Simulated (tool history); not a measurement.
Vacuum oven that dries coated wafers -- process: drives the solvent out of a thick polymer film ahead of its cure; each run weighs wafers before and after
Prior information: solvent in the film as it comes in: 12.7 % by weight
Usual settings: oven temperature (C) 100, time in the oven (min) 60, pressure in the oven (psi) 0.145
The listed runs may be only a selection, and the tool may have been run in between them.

Run 1, hour 0.0: usual settings. Result: solvent left in the film (%) 0.69.
Run 2, hour 13.3: usual settings. Result: solvent left in the film (%) 0.66.
Run 3, hour 27.2: usual settings. Result: solvent left in the film (%) 0.73.
Run 4, hour 55.7: usual settings. Result: solvent left in the film (%) 0.76.
Run 5, hour 82.1: usual settings. Result: solvent left in the film (%) 0.75.
Run 6, hour 95.7: usual settings but oven temperature (C) 104. Result: solvent left in the film (%) 0.45.
Run 7, hour 111.6: usual settings but oven temperature (C) 104. Result: solvent left in the film (%) 0.41.
Run 8, hour 134.7: usual settings but oven temperature (C) 104. Result: solvent left in the film (%) 0.42.
Run 9, hour 162.5: usual settings but oven temperature (C) 104. Result: solvent left in the film (%) 0.44.
Run 10, hour 184.5: usual settings but time in the oven (min) 62. Result: solvent left in the film (%) 0.67.
Run 11, hour 200.7: usual settings but time in the oven (min) 66. Result: solvent left in the film (%) 0.59.
Run 12, hour 214.1: usual settings but time in the oven (min) 66. Result: solvent left in the film (%) 0.64.
Run 13, hour 230.7: usual settings but time in the oven (min) 66. Result: solvent left in the film (%) 0.56.
Run 14, hour 244.8: usual settings but time in the oven (min) 103. Result: solvent left in the film (%) 0.37.
Run 15, hour 273.2: usual settings but time in the oven (min) 103. Result: solvent left in the film (%) 0.29.
Run 16, hour 286.0: usual settings but time in the oven (min) 103. Result: solvent left in the film (%) 0.31.
Run 17, hour 313.1: usual settings but time in the oven (min) 103. Result: solvent left in the film (%) 0.25.
At hour 316.6: oven's thermocouples calibrated.
Run 18, hour 328.1: usual settings but time in the oven (min) 67. Result: solvent left in the film (%) 0.53.
Run 19, hour 345.5: usual settings but time in the oven (min) 67. Result: solvent left in the film (%) 0.60.
Run 20, hour 372.9: usual settings but time in the oven (min) 67. Result: solvent left in the film (%) 0.54.
Run 21, hour 386.0: usual settings but time in the oven (min) 63. Result: solvent left in the film (%) 0.64.
Run 22, hour 406.0: usual settings. Result: solvent left in the film (%) 0.69.
At hour 433.3: oven's thermocouples calibrated, once more.
Run 23, hour 433.3: usual settings. Result: solvent left in the film (%) 0.72.
Run 24, hour 460.2: usual settings but oven temperature (C) 90. Result: solvent left in the film (%) 2.22.
Run 25, hour 480.1: usual settings but oven temperature (C) 90. Result: solvent left in the film (%) 2.22.
Run 26, hour 505.7: usual settings but oven temperature (C) 90. Result: solvent left in the film (%) 2.25.
Run 27, hour 518.0: usual settings but oven temperature (C) 90. Result: solvent left in the film (%) 2.25.
Run 28, hour 535.5: usual settings but oven temperature (C) 90. Result: solvent left in the film (%) 2.23.
Run 29, hour 560.1: usual settings but oven temperature (C) 105, time in the oven (min) 89, pressure in the oven (psi) 0.395. Result: solvent left in the film (%) 0.56.
Run 30, hour 586.1: usual settings but oven temperature (C) 105, time in the oven (min) 89, pressure in the oven (psi) 0.395. Result: solvent left in the film (%) 0.64.
Run 31, hour 608.0: usual settings but oven temperature (C) 105, time in the oven (min) 89, pressure in the oven (psi) 0.395. Result: solvent left in the film (%) 0.62.
Run 32, hour 627.4: usual settings but oven temperature (C) 107, pressure in the oven (psi) 0.542. Result: solvent left in the film (%) 0.85.
Run 33, hour 654.4: usual settings but oven temperature (C) 107, time in the oven (min) 55, pressure in the oven (psi) 0.104. Result: solvent left in the film (%) 0.25.
Run 34, hour 672.3: usual settings but oven temperature (C) 109, pressure in the oven (psi) 0.090. Result: solvent left in the film (%) 0.26.
Run 35, hour 691.3: usual settings but oven temperature (C) 109, pressure in the oven (psi) 0.090. Result: solvent left in the film (%) 0.14.
Run 36, hour 705.6: usual settings but oven temperature (C) 109, pressure in the oven (psi) 0.090. Result: solvent left in the film (%) 0.15.
Run 37, hour 729.2: usual settings but oven temperature (C) 109, time in the oven (min) 35, pressure in the oven (psi) 0.139. Result: solvent left in the film (%) 0.62.
Run 38, hour 749.8: usual settings but oven temperature (C) 87, time in the oven (min) 31, pressure in the oven (psi) 0.139. Result: solvent left in the film (%) 5.35.
Run 39, hour 777.9: usual settings but oven temperature (C) 86, time in the oven (min) 67, pressure in the oven (psi) 0.103. Result: solvent left in the film (%) 2.81.
Run 40, hour 799.6: usual settings but oven temperature (C) 110, time in the oven (min) 31, pressure in the oven (psi) 0.278. Result: solvent left in the film (%) 0.84.
Run 41, hour 817.8: usual settings but oven temperature (C) 110, time in the oven (min) 31, pressure in the oven (psi) 0.278. Result: solvent left in the film (%) 0.91.

The next listed run, before its measurement:
Run 42, hour 839.2: usual settings but oven temperature (C) 88, time in the oven (min) 53, pressure in the oven (psi) 0.104. Result: solvent left in the film (%) ?.

{"run 42": {"solvent left in the film (%)": 3.04}}
If the tool had no hidden condition, the same run with the same run-to-run variation would have returned solvent left in the film (%) 3.00.
